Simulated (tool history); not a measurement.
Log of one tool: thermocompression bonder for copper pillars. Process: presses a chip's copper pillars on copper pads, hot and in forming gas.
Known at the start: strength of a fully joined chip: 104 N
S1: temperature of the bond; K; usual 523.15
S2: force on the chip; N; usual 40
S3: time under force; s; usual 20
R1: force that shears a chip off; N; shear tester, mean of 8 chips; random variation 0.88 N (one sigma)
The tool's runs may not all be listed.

Run 1, hour 0: usual settings. Result: R1 67.2 N.
Run 2, hour 88.3: usual settings. Result: R1 65.1 N.
At hour 170.8: forming gas filter changed.
Run 3, hour 181.1: usual settings but S1 536.15 K. Result: R1 74.6 N.
Run 4, hour 252.4: usual settings but S1 522.15 K. Result: R1 64.9 N.
Run 5, hour 299.6: usual settings but S1 522.15 K. Result: R1 65.1 N.
At hour 304.8: force cell calibrated.
Run 6, hour 373.8: usual settings but S1 528.15 K. Result: R1 66.1 N.
Run 7, hour 447.4: usual settings but S1 528.15 K, S2 59 N, S3 34 s. Result: R1 84.1 N.
At hour 466.3: forming gas filter changed.
Run 8, hour 538.4: usual settings but S1 546.15 K, S2 42 N, S3 34 s. Result: R1 87.3 N.
Run 9, hour 579.2: usual settings but S1 546.15 K, S2 28 N. Result: R1 65.5 N.
Run 10, hour 622.6: usual settings but S1 546.15 K, S2 28 N. Result: R1 65.4 N.

Forecast each of these 3 alternatives for the next run:
Run A, hour 694.7: usual settings but S1 546.15 K, S2 36 N, S3 16 s. Result: R1 ?.
Run B, hour 694.7: usual settings but S1 548.15 K, S2 44 N, S3 11 s. Result: R1 ?.
Run C, hour 694.7: usual settings but S1 538.15 K, S2 44 N, S3 31 s. Result: R1 ?.

run    R1
  A  68.9
  B  70.2
  C  81.6
Without the tool's hidden state the same runs would have given:
run    R1
  A  79.2
  B  80.5
  C  91.1
